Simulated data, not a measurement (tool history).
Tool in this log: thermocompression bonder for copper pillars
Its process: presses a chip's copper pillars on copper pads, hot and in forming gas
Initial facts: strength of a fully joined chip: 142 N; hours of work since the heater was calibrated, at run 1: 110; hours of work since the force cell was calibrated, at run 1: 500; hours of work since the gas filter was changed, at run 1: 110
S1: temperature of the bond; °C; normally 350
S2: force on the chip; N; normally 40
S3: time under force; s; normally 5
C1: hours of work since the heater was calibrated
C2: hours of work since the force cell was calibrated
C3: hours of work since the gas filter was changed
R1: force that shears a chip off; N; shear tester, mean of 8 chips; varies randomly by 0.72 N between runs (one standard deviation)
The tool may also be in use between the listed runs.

{"run": 1, "day": 0.0, "S1": 350, "S2": 40, "S3": 5, "C1": 110, "C2": 500, "C3": 110, "R1": 84}
{"day": 0.762, "done": "forming gas filter changed"}
{"run": 2, "day": 1.354, "S1": 350, "S2": 40, "S3": 5, "C1": 132, "C2": 522, "C3": 10, "R1": 87.1}
{"run": 3, "day": 3.883, "S1": 350, "S2": 40, "S3": 5, "C1": 174, "C2": 564, "C3": 52, "R1": 86.2}
{"run": 4, "day": 5.475, "S1": 350, "S2": 37, "S3": 5, "C1": 200, "C2": 591, "C3": 78, "R1": 80.5}
{"run": 5, "day": 7.783, "S1": 350, "S2": 37, "S3": 5, "C1": 239, "C2": 629, "C3": 117, "R1": 80}
{"day": 8.017, "done": "forming gas filter changed"}
{"run": 6, "day": 9.304, "S1": 350, "S2": 37, "S3": 5, "C1": 263, "C2": 654, "C3": 21, "R1": 82.8}
{"run": 7, "day": 11.579, "S1": 350, "S2": 40, "S3": 5, "C1": 301, "C2": 692, "C3": 59, "R1": 86.6}
{"run": 8, "day": 13.821, "S1": 350, "S2": 40, "S3": 7, "C1": 339, "C2": 729, "C3": 97, "R1": 93.9}
{"day": 15.192, "done": "forming gas filter changed"}
{"run": 9, "day": 16.154, "S1": 350, "S2": 40, "S3": 7, "C1": 377, "C2": 767, "C3": 16, "R1": 98.1}
{"run": 10, "day": 18.479, "S1": 338, "S2": 40, "S3": 7, "C1": 416, "C2": 806, "C3": 55, "R1": 87.6}
{"run": 11, "day": 20.817, "S1": 350, "S2": 27, "S3": 4, "C1": 455, "C2": 845, "C3": 94, "R1": 56.5}
{"day": 22.375, "done": "forming gas filter changed"}
{"run": 12, "day": 23.683, "S1": 350, "S2": 27, "S3": 4, "C1": 502, "C2": 892, "C3": 22, "R1": 59.3}
{"run": 13, "day": 25.775, "S1": 350, "S2": 27, "S3": 4, "C1": 537, "C2": 927, "C3": 57, "R1": 59.4}
{"run": 14, "day": 27.821, "S1": 372, "S2": 44, "S3": 12, "C1": 571, "C2": 961, "C3": 90, "R1": 124.4}
{"day": 29.7, "done": "forming gas filter changed"}
{"run": 15, "day": 30.642, "S1": 379, "S2": 52, "S3": 10, "C1": 617, "C2": 1008, "C3": 16, "R1": 134.5}
{"run": 16, "day": 32.625, "S1": 379, "S2": 52, "S3": 10, "C1": 650, "C2": 1041, "C3": 49, "R1": 133.6}
{"run": 17, "day": 35.288, "S1": 350, "S2": 30, "S3": 5, "C1": 694, "C2": 1085, "C3": 93, "R1": 72}
{"run": 18, "day": 36.504, "S1": 356, "S2": 25, "S3": 4, "C1": 715, "C2": 1105, "C3": 113, "R1": 58.7}
{"day": 36.996, "done": "forming gas filter changed"}
{"run": 19, "day": 38.25, "S1": 341, "S2": 33, "S3": 4, "C1": 743, "C2": 1134, "C3": 21, "R1": 68.3}

Measured result minus the same run's result without the hidden state. Both carry the same run-to-run variation, though not necessarily the same gauge scatter:
What the log doesn't record here: true temperature of the bond over the reading, C; force that reaches the chip, % of what is set; oxide that the forming gas leaves, % of the face; drift of the gauge itself on shear_n, %.
run=1 R1=-1.8
run=2 R1=+1.4
run=3 R1=+0.5
run=4 R1=+0
run=5 R1=-0.7
run=6 R1=+2
run=7 R1=+1.2
run=8 R1=+0.1
run=9 R1=+2.9
run=10 R1=+2.3
run=11 R1=+1.6
run=12 R1=+3.3
run=13 R1=+2.9
run=14 R1=-1.1
run=15 R1=+1.4
run=16 R1=+0.1
run=17 R1=+3.4
run=18 R1=+2.9
run=19 R1=+5.4
